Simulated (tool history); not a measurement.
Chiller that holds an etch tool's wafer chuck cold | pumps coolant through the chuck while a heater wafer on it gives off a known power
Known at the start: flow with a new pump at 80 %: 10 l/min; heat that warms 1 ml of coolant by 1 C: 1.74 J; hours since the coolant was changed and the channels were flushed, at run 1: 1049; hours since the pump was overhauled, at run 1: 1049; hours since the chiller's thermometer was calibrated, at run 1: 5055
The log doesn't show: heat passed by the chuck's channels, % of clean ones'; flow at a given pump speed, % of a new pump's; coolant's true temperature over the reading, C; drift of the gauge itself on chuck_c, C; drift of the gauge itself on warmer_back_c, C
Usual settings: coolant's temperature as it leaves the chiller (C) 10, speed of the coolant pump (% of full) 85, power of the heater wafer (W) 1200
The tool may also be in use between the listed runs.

run,hour,coolant's temperature as it leaves the chiller (C),speed of the coolant pump (% of full),power of the heater wafer (W),hours since the coolant was changed and the channels were flushed,hours since the pump was overhauled,hours since the chiller's thermometer was calibrated,chuck's temperature once it has settled (C),how much warmer the coolant comes back (C)
1,0.0,10,85,1200,1049,1049,5055,24.6,4.05
2,182.6,10,85,1200,1231,1231,5238,24.8,4.06
3,343.5,10,85,1200,1392,1392,5399,24.9,4.10
# hour 458.9: chiller's thermometer calibrated
4,518.9,10,85,1200,1567,1567,60,23.5,4.06
5,667.8,10,75,1200,1716,1716,209,24.9,4.64
6,775.3,10,75,1200,1823,1823,316,25.0,4.63
7,965.2,10,85,1200,2013,2013,506,24.0,4.17
8,1163.1,10,70,1200,2211,2211,704,26.5,5.06
9,1342.8,2,85,1200,2391,2391,884,16.8,4.17
10,1432.4,2,85,1200,2480,2480,974,16.5,4.24
11,1613.9,2,85,1341,2662,2662,1155,18.9,4.73
12,1784.6,2,85,1341,2832,2832,1326,19.2,4.74
13,1869.5,10,85,606,2917,2917,1411,18.0,2.15
14,2011.6,9,62,1767,3059,3059,1553,37.8,8.57
# hour 2100.6: coolant changed, channels flushed
15,2194.3,13,62,1799,94,3236,1729,38.1,8.76
16,2320.4,6,85,1200,220,3362,1856,19.7,4.36
17,2449.2,6,85,1200,349,3491,1984,19.8,4.37
18,2578.6,3,85,1619,478,3620,2114,21.7,5.92
19,2755.8,3,85,1619,655,3798,2291,22.1,5.94
20,2903.9,10,68,1619,803,3946,2439,32.7,7.42
21,3000.2,4,80,1619,900,4042,2535,24.4,6.37
22,3179.0,13,68,1619,1078,4221,2714,36.2,7.46
23,3272.9,10,84,1468,1172,4315,2808,28.4,5.59

Forecast each of these 4 alternatives for the next run:
A,3370.0,12,84,1468,1269,4412,2905,?,?
B,3370.0,10,97,635,1269,4412,2905,?,?
C,3370.0,10,86,1200,1269,4412,2905,?,?
D,3370.0,10,85,669,1269,4412,2905,?,?

run,chuck's temperature once it has settled (C),how much warmer the coolant comes back (C)
A,30.6,5.59
B,17.7,2.12
C,25.2,4.48
D,18.8,2.50
Without the tool's hidden state the same runs would have given:
run,chuck's temperature once it has settled (C),how much warmer the coolant comes back (C)
A,26.8,4.83
B,15.7,1.83
C,22.0,3.87
D,16.6,2.16
